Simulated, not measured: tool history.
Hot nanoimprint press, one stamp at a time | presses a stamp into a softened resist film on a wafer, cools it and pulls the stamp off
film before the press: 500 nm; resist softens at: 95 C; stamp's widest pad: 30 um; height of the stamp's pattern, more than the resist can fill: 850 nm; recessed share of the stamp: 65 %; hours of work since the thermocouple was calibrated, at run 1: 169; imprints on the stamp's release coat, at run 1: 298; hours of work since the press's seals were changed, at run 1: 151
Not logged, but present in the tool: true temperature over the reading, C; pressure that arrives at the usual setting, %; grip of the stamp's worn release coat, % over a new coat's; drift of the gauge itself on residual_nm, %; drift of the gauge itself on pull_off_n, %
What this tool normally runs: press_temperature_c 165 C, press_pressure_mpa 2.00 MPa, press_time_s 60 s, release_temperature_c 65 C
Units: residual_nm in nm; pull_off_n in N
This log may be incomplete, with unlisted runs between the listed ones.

| run | hour | press_temperature_c | press_pressure_mpa | press_time_s | release_temperature_c | hours of work since the thermocouple was calibrated | imprints on the stamp's release coat | hours of work since the press's seals were changed | residual_nm | pull_off_n |
|---|---|---|---|---|---|---|---|---|---|---|
| 1 | 0.0 | 165 | 2.00 | 60 | 65 | 169 | 298 | 151 | 206.7 | 174 |
| 2 | 9.3 | 166 | 2.00 | 60 | 65 | 174 | 317 | 156 | 201.1 | 171 |
| 3 | 14.7 | 166 | 2.00 | 60 | 65 | 177 | 328 | 159 | 201.3 | 169 |
| 4 | 19.6 | 165 | 2.00 | 60 | 65 | 179 | 338 | 162 | 208.7 | 175 |
| 5 | 28.9 | 165 | 2.00 | 60 | 66 | 184 | 357 | 167 | 208.3 | 167 |
| 6 | 39.6 | 165 | 2.00 | 60 | 65 | 190 | 379 | 173 | 208.8 | 174 |
| 7 | 50.5 | 165 | 2.00 | 60 | 65 | 196 | 401 | 179 | 208.8 | 174 |
| 8 | 60.0 | 165 | 2.00 | 60 | 65 | 201 | 421 | 184 | 209.6 | 179 |
| 9 | 69.3 | 165 | 2.00 | 60 | 65 | 206 | 440 | 189 | 209.1 | 179 |
|  | 72.9 | plate thermocouple calibrated |
| 10 | 83.3 | 165 | 2.00 | 60 | 65 | 6 | 463 | 195 | 209.9 | 176 |
| 11 | 95.1 | 165 | 2.00 | 60 | 65 | 12 | 487 | 201 | 209.6 | 182 |
| 12 | 101.4 | 165 | 2.00 | 60 | 65 | 15 | 500 | 205 | 209.5 | 182 |
| 13 | 107.3 | 165 | 2.00 | 60 | 58 | 19 | 512 | 208 | 209.1 | 209 |
|  | 113.4 | plate thermocouple calibrated, once more |
| 14 | 117.3 | 165 | 2.00 | 60 | 65 | 2 | 526 | 212 | 203.3 | 179 |
|  | 125.4 | stamp cleaned and given a new release coat |
| 15 | 135.3 | 165 | 2.00 | 60 | 65 | 9 | 21 | 218 | 203.8 | 152 |
| 16 | 145.2 | 165 | 2.00 | 60 | 65 | 14 | 41 | 224 | 203.8 | 151 |
| 17 | 155.2 | 154 | 1.23 | 60 | 63 | 19 | 61 | 229 | 352.6 | 162 |
| 18 | 160.3 | 154 | 1.23 | 101 | 57 | 22 | 72 | 232 | 306.0 | 183 |
| 19 | 167.8 | 169 | 1.23 | 101 | 56 | 26 | 87 | 236 | 188.2 | 184 |
| 20 | 177.5 | 165 | 2.00 | 75 | 67 | 32 | 107 | 241 | 187.2 | 149 |
| 21 | 183.9 | 165 | 2.42 | 34 | 59 | 35 | 120 | 245 | 228.2 | 176 |
| 22 | 195.3 | 157 | 1.72 | 75 | 59 | 41 | 143 | 251 | 266.4 | 178 |
| 23 | 206.4 | 171 | 2.00 | 60 | 65 | 47 | 166 | 257 | 167.7 | 163 |
| 24 | 211.3 | 154 | 2.00 | 32 | 65 | 50 | 176 | 260 | 352.9 | 160 |
| 25 | 222.4 | 177 | 1.92 | 35 | 57 | 56 | 199 | 266 | 173.8 | 194 |
| 26 | 229.3 | 165 | 2.87 | 34 | 66 | 60 | 213 | 270 | 210.1 | 158 |
| 27 | 239.2 | 165 | 2.87 | 34 | 66 | 65 | 233 | 275 | 209.8 | 155 |
| 28 | 250.5 | 165 | 2.87 | 33 | 66 | 71 | 257 | 281 | 213.9 | 163 |
| 29 | 257.3 | 177 | 2.58 | 91 | 70 | 75 | 271 | 285 | 101.3 | 147 |
| 30 | 265.8 | 177 | 2.58 | 91 | 70 | 80 | 288 | 289 | 100.7 | 153 |

Alternative continuations, all from the tool just after run 30; predict every row:
| A | 271.0 | 165 | 1.55 | 60 | 65 | 82 | 298 | 292 | ? | ? |
| B | 271.0 | 177 | 1.78 | 47 | 70 | 82 | 298 | 292 | ? | ? |
| C | 271.0 | 160 | 2.00 | 62 | 65 | 82 | 298 | 292 | ? | ? |

| run | residual_nm | pull_off_n |
|---|---|---|
| A | 230.7 | 165 |
| B | 160.1 | 149 |
| C | 242.6 | 170 |
With no hidden state in the tool, these same runs would have given:
| run | residual_nm | pull_off_n |
|---|---|---|
| A | 230.4 | 151 |
| B | 159.5 | 137 |
| C | 241.9 | 156 |
